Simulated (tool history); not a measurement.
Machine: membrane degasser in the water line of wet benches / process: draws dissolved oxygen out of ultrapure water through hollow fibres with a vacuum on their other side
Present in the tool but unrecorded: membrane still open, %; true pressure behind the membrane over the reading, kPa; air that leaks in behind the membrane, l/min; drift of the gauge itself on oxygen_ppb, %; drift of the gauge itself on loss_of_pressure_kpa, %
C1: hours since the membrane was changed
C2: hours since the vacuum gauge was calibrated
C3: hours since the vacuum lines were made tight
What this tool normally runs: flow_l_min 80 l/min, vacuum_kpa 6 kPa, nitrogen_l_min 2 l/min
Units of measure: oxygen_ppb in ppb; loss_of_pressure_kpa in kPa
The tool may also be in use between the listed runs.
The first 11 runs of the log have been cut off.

{"run": 12, "hour": 488.5, "flow_l_min": 80, "vacuum_kpa": 8.37, "nitrogen_l_min": 2, "C1": 1007, "C2": 1168, "C3": 1491, "oxygen_ppb": 552.8, "loss_of_pressure_kpa": 34.77}
{"run": 13, "hour": 525.9, "flow_l_min": 80, "vacuum_kpa": 6, "nitrogen_l_min": 2, "C1": 1044, "C2": 1206, "C3": 1528, "oxygen_ppb": 368.4, "loss_of_pressure_kpa": 34.63}
{"run": 14, "hour": 563.9, "flow_l_min": 80, "vacuum_kpa": 6, "nitrogen_l_min": 2, "C1": 1082, "C2": 1244, "C3": 1566, "oxygen_ppb": 373.4, "loss_of_pressure_kpa": 35}
{"run": 15, "hour": 591.3, "flow_l_min": 80, "vacuum_kpa": 6, "nitrogen_l_min": 2, "C1": 1110, "C2": 1271, "C3": 1594, "oxygen_ppb": 378.6, "loss_of_pressure_kpa": 34.81}
{"run": 16, "hour": 642.4, "flow_l_min": 80, "vacuum_kpa": 6, "nitrogen_l_min": 2, "C1": 1161, "C2": 1322, "C3": 1645, "oxygen_ppb": 380.5, "loss_of_pressure_kpa": 34.8}
{"run": 17, "hour": 677.2, "flow_l_min": 83, "vacuum_kpa": 6, "nitrogen_l_min": 3.3, "C1": 1196, "C2": 1357, "C3": 1680, "oxygen_ppb": 309, "loss_of_pressure_kpa": 36.08}
{"run": 18, "hour": 714.3, "flow_l_min": 57, "vacuum_kpa": 4.08, "nitrogen_l_min": 1.83, "C1": 1233, "C2": 1394, "C3": 1717, "oxygen_ppb": 158.3, "loss_of_pressure_kpa": 25.03}
{"run": 19, "hour": 756.1, "flow_l_min": 80, "vacuum_kpa": 4.82, "nitrogen_l_min": 3.28, "C1": 1274, "C2": 1436, "C3": 1758, "oxygen_ppb": 242.8, "loss_of_pressure_kpa": 35.11}
{"run": 20, "hour": 804.1, "flow_l_min": 54, "vacuum_kpa": 6, "nitrogen_l_min": 3.46, "C1": 1322, "C2": 1484, "C3": 1806, "oxygen_ppb": 187.9, "loss_of_pressure_kpa": 23.85}
{"run": 21, "hour": 830.1, "flow_l_min": 80, "vacuum_kpa": 6, "nitrogen_l_min": 3.19, "C1": 1349, "C2": 1510, "C3": 1832, "oxygen_ppb": 305, "loss_of_pressure_kpa": 35}
{"run": 22, "hour": 883.2, "flow_l_min": 76, "vacuum_kpa": 6, "nitrogen_l_min": 4.07, "C1": 1402, "C2": 1563, "C3": 1886, "oxygen_ppb": 265, "loss_of_pressure_kpa": 33}
{"run": 23, "hour": 940.9, "flow_l_min": 82, "vacuum_kpa": 6, "nitrogen_l_min": 1.09, "C1": 1459, "C2": 1621, "C3": 1943, "oxygen_ppb": 506.7, "loss_of_pressure_kpa": 35.56}
{"run": 24, "hour": 986.5, "flow_l_min": 74, "vacuum_kpa": 4.22, "nitrogen_l_min": 2, "C1": 1505, "C2": 1666, "C3": 1989, "oxygen_ppb": 227, "loss_of_pressure_kpa": 32.17}
{"run": 25, "hour": 1032.0, "flow_l_min": 67, "vacuum_kpa": 3.88, "nitrogen_l_min": 2, "C1": 1550, "C2": 1712, "C3": 2034, "oxygen_ppb": 176.7, "loss_of_pressure_kpa": 29.33}
{"run": 26, "hour": 1090.5, "flow_l_min": 67, "vacuum_kpa": 8.71, "nitrogen_l_min": 2, "C1": 1609, "C2": 1770, "C3": 2093, "oxygen_ppb": 495.1, "loss_of_pressure_kpa": 29.51}
{"run": 27, "hour": 1137.0, "flow_l_min": 58, "vacuum_kpa": 8.71, "nitrogen_l_min": 1.82, "C1": 1655, "C2": 1817, "C3": 2139, "oxygen_ppb": 456.1, "loss_of_pressure_kpa": 25.47}
{"run": 28, "hour": 1181.7, "flow_l_min": 58, "vacuum_kpa": 6.45, "nitrogen_l_min": 1.15, "C1": 1700, "C2": 1861, "C3": 2184, "oxygen_ppb": 404.7, "loss_of_pressure_kpa": 25.34}
{"run": 29, "hour": 1234.8, "flow_l_min": 96, "vacuum_kpa": 9.17, "nitrogen_l_min": 1.74, "C1": 1753, "C2": 1915, "C3": 2237, "oxygen_ppb": 767.6, "loss_of_pressure_kpa": 42.12}
{"run": 30, "hour": 1275.3, "flow_l_min": 126, "vacuum_kpa": 10.06, "nitrogen_l_min": 2.11, "C1": 1794, "C2": 1955, "C3": 2278, "oxygen_ppb": 943.1, "loss_of_pressure_kpa": 55.3}
{"run": 31, "hour": 1321.1, "flow_l_min": 106, "vacuum_kpa": 10.06, "nitrogen_l_min": 1.78, "C1": 1840, "C2": 2001, "C3": 2324, "oxygen_ppb": 887.4, "loss_of_pressure_kpa": 46.47}
{"run": 32, "hour": 1381.2, "flow_l_min": 80, "vacuum_kpa": 12.27, "nitrogen_l_min": 3.73, "C1": 1900, "C2": 2061, "C3": 2384, "oxygen_ppb": 564.2, "loss_of_pressure_kpa": 35.26}

Alternative continuations, all from the tool just after run 32; predict every row:
{"run": "A", "hour": 1423.8, "flow_l_min": 62, "vacuum_kpa": 12.27, "nitrogen_l_min": 3.73, "C1": 1942, "C2": 2104, "C3": 2426, "oxygen_ppb": "?", "loss_of_pressure_kpa": "?"}
{"run": "B", "hour": 1423.8, "flow_l_min": 80, "vacuum_kpa": 5.88, "nitrogen_l_min": 2, "C1": 1942, "C2": 2104, "C3": 2426, "oxygen_ppb": "?", "loss_of_pressure_kpa": "?"}
{"run": "C", "hour": 1423.8, "flow_l_min": 85, "vacuum_kpa": 5.74, "nitrogen_l_min": 3.73, "C1": 1942, "C2": 2104, "C3": 2426, "oxygen_ppb": "?", "loss_of_pressure_kpa": "?"}

run=A oxygen_ppb=438.1 loss_of_pressure_kpa=27.52
run=B oxygen_ppb=374.1 loss_of_pressure_kpa=35.21
run=C oxygen_ppb=299.7 loss_of_pressure_kpa=37.07
Had the tool no hidden state, the same runs would have come out as:
run=A oxygen_ppb=424.3 loss_of_pressure_kpa=27.09
run=B oxygen_ppb=351.6 loss_of_pressure_kpa=34.66
run=C oxygen_ppb=281.2 loss_of_pressure_kpa=36.49
